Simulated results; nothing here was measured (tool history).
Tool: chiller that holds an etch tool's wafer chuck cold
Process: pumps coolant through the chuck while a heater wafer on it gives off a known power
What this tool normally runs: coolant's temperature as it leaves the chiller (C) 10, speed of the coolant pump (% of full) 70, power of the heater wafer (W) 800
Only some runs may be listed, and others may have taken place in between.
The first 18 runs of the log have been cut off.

run    hour  coolant's temperature as it leaves the chiller (C)  speed of the coolant pump (% of full)  power of the heater wafer (W)  chuck's temperature once it has settled (C)  how much warmer the coolant comes back (C)
 19  1253.8                                                  13                                     73                            603                                           19                                        3.04
 20  1308.5                                                  10                                     92                            598                                         15.2                                        2.36
 21    1383                                                  10                                     92                            444                                         13.7                                        1.76
 22  1424.9                                                   9                                     92                            444                                         12.9                                        1.77
 23  1472.3                                                   9                                     92                            444                                         12.9                                        1.81
 24  1512.8                                                  11                                     70                           1041                                         21.5                                        5.45
 25  1554.2                                                  11                                     76                            553                                         16.6                                        2.73
 26  1623.4                                                  11                                     76                            553                                         16.4                                        2.63
 27  1670.4                                                  10                                     70                            440                                         14.9                                        2.38
 28  1759.3                                                   4                                     70                            402                                          8.6                                        2.17
 29  1842.8                                                   7                                     70                            674                                         14.1                                        3.62
 30  1919.8                                                  18                                     60                            885                                         28.1                                        5.57
 31  1980.9                                                   4                                     90                            552                                            9                                        2.25

Forecast each of these 4 alternatives for the next run:
  A  2036.1                                                  10                                     63                            800                                            ?                                           ?
  B  2036.1                                                  19                                     74                            448                                            ?                                           ?
  C  2036.1                                                   5                                     71                            762                                            ?                                           ?
  D  2036.1                                                  14                                     70                            800                                            ?                                           ?

run  chuck's temperature once it has settled (C)  how much warmer the coolant comes back (C)
  A                                         18.9                                        4.74
  B                                         23.6                                        2.34
  C                                         12.9                                        4.05
  D                                         22.5                                        4.28
Without the tool's unlogged condition, the same runs would have read:
run  chuck's temperature once it has settled (C)  how much warmer the coolant comes back (C)
  A                                         17.5                                        4.57
  B                                         22.7                                        2.26
  C                                         11.6                                        3.91
  D                                         21.1                                        4.13

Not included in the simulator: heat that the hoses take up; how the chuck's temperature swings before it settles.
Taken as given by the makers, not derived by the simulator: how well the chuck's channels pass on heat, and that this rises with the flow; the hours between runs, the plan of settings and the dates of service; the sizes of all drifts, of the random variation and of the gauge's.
